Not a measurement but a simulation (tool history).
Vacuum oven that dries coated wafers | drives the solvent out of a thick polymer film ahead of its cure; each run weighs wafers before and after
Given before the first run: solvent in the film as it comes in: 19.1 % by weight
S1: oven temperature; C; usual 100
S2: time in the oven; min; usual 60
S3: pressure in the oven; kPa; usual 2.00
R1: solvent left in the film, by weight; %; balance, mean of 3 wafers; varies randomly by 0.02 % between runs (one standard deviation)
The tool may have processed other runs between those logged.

run   hour   S1   S2    S3    R1
  1    0.0  100   60  2.00  1.48
  2   21.5  100   60  2.00  1.50
  3   41.7  100   60  2.00  1.44
  4   66.6  100   60  2.00  1.47
  5   94.9  115   60  2.00  0.51
  6  120.2  100   60  2.00  1.42
  7  149.4  100   44  2.00  2.34
  8  174.7  103   60  2.00  1.18
  9  209.5  103   60  2.00  1.12
 10  229.8  103   60  2.00  1.17
 11  246.6  103   60  2.00  1.22
 12  271.2  103   60  2.00  1.19
     298.2  -- oven's thermocouples calibrated
 13  307.8  103   60  2.00  1.12
 14  339.8  103   60  2.00  1.17
 15  356.0  100   60  2.00  1.42
 16  372.6  113   60  1.29  0.46
 17  398.7  114  107  3.73  0.78
 18  416.2  103   60  4.41  1.81
 19  441.0   98   34  1.05  3.41
     464.0  -- oven's thermocouples calibrated, once more
 20  465.6   98   43  1.05  2.74
 21  487.7  114   65  1.17  0.42
 22  509.5  114   65  1.17  0.42
 23  535.6  102  102  4.43  1.55
 24  557.6  107   98  1.15  0.43
 25  581.4  106   98  1.15  0.47
 26  617.3   99   60  2.31  1.88
 27  641.9   99   60  2.31  1.81
 28  674.8   86   65  2.00  3.62
 29  701.8   99   65  2.00  1.55

Each row is a separate what-if for the run after 29, all from the same tool condition, not one after another. Results?
  A  725.0  115  65  2.00   ?
  B  725.0   88  65  2.00   ?
  C  725.0   99  65  1.35   ?

run    R1
  A  0.59
  B  3.23
  C  1.35
The same runs, with their run-to-run variation unchanged, on a tool lacking any hidden condition would have given:
run    R1
  A  0.50
  B  3.07
  C  1.22

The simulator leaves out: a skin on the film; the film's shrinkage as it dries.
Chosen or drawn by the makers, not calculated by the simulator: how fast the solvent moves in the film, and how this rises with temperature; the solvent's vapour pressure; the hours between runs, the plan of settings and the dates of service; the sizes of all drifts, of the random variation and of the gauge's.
